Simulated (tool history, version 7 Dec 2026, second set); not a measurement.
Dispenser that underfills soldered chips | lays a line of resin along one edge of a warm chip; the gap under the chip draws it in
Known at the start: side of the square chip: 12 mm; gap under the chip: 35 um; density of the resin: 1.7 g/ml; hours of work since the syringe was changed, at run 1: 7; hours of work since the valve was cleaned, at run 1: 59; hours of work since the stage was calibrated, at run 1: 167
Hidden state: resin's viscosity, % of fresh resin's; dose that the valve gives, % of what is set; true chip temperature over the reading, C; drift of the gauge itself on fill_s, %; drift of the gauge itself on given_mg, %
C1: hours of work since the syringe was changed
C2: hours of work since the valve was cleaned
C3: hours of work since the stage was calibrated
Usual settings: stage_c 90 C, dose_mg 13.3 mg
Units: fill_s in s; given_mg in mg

run 1 hour=0.0 | stage_c=90 dose_mg=13.3 | C1=7 C2=59 C3=167 | fill_s=190.8 given_mg=12.51
-- hour=0.9 new syringe of resin
run 2 hour=5.2 | stage_c=90 dose_mg=13.3 | C1=3 C2=62 C3=170 | fill_s=140.2 given_mg=12.62
-- hour=6.9 dispensing valve cleaned and set on the balance
-- hour=13.6 new syringe of resin
run 3 hour=16.0 | stage_c=90 dose_mg=13.3 | C1=2 C2=6 C3=177 | fill_s=133.7 given_mg=13.29
run 4 hour=23.6 | stage_c=96 dose_mg=13.3 | C1=7 C2=11 C3=182 | fill_s=144.1 given_mg=13.14
-- hour=25.2 new syringe of resin
run 5 hour=28.6 | stage_c=96 dose_mg=13.3 | C1=2 C2=15 C3=185 | fill_s=108.9 given_mg=13.27
run 6 hour=34.5 | stage_c=96 dose_mg=13.3 | C1=6 C2=19 C3=189 | fill_s=135.7 given_mg=13.09
-- hour=36.6 new syringe of resin
run 7 hour=41.2 | stage_c=96 dose_mg=13.3 | C1=3 C2=23 C3=194 | fill_s=111.9 given_mg=13.07
-- hour=48.2 new syringe of resin
run 8 hour=48.2 | stage_c=96 dose_mg=13.3 | C1=0 C2=28 C3=198 | fill_s=94.0 given_mg=13.05
run 9 hour=53.8 | stage_c=96 dose_mg=13.3 | C1=4 C2=32 C3=202 | fill_s=116.9 given_mg=12.86
run 10 hour=58.6 | stage_c=90 dose_mg=13.3 | C1=7 C2=35 C3=206 | fill_s=183.6 given_mg=12.80
-- hour=59.8 new syringe of resin
run 11 hour=67.4 | stage_c=90 dose_mg=13.8 | C1=5 C2=41 C3=211 | fill_s=165.7 given_mg=13.28
-- hour=71.3 new syringe of resin
run 12 hour=73.9 | stage_c=90 dose_mg=15.4 | C1=2 C2=45 C3=216 | fill_s=128.7 given_mg=14.70
run 13 hour=78.5 | stage_c=77 dose_mg=13.3 | C1=5 C2=48 C3=219 | fill_s=274.0 given_mg=12.68
-- hour=82.7 new syringe of resin
run 14 hour=85.3 | stage_c=90 dose_mg=13.3 | C1=2 C2=53 C3=223 | fill_s=136.9 given_mg=12.60
run 15 hour=93.1 | stage_c=90 dose_mg=13.3 | C1=7 C2=58 C3=229 | fill_s=186.9 given_mg=12.61
-- hour=94.3 new syringe of resin
-- hour=100.5 dispensing valve cleaned and set on the balance
run 16 hour=101.6 | stage_c=90 dose_mg=16.1 | C1=4 C2=1 C3=234 | fill_s=149.0 given_mg=16.06
-- hour=106.9 new syringe of resin
run 17 hour=107.4 | stage_c=90 dose_mg=12.4 | C1=0 C2=5 C3=238 | fill_s=121.6 given_mg=12.35
run 18 hour=113.3 | stage_c=90 dose_mg=12.4 | C1=4 C2=9 C3=242 | fill_s=155.4 given_mg=12.35
-- hour=118.3 new syringe of resin
run 19 hour=123.4 | stage_c=85 dose_mg=15.4 | C1=4 C2=15 C3=248 | fill_s=175.3 given_mg=15.21
-- hour=130.1 new syringe of resin
run 20 hour=131.6 | stage_c=100 dose_mg=16.9 | C1=1 C2=21 C3=254 | fill_s=83.4 given_mg=16.57
run 21 hour=136.5 | stage_c=80 dose_mg=11.5 | C1=4 C2=24 C3=257 | fill_s=242.3 given_mg=11.26
-- hour=141.5 new syringe of resin
run 22 hour=145.8 | stage_c=85 dose_mg=13.3 | C1=3 C2=31 C3=263 | fill_s=172.4 given_mg=12.98
run 23 hour=151.1 | stage_c=85 dose_mg=13.3 | C1=7 C2=34 C3=267 | fill_s=212.7 given_mg=12.83
-- hour=152.7 new syringe of resin
run 24 hour=157.3 | stage_c=77 dose_mg=15.4 | C1=3 C2=38 C3=271 | fill_s=240.0 given_mg=14.95
run 25 hour=162.8 | stage_c=96 dose_mg=11.4 | C1=7 C2=42 C3=275 | fill_s=142.4 given_mg=11.01

Forecast run 26:
-- hour=164.5 new syringe of resin
run 26 hour=171.6 | stage_c=96 dose_mg=11.4 | C1=5 C2=48 C3=281 | fill_s=? given_mg=?

fill_s: 128.0 s
given_mg: 11.01 mg
Without the tool's hidden state the same run would have given fill_s 101.3 s, given_mg 11.46 mg.
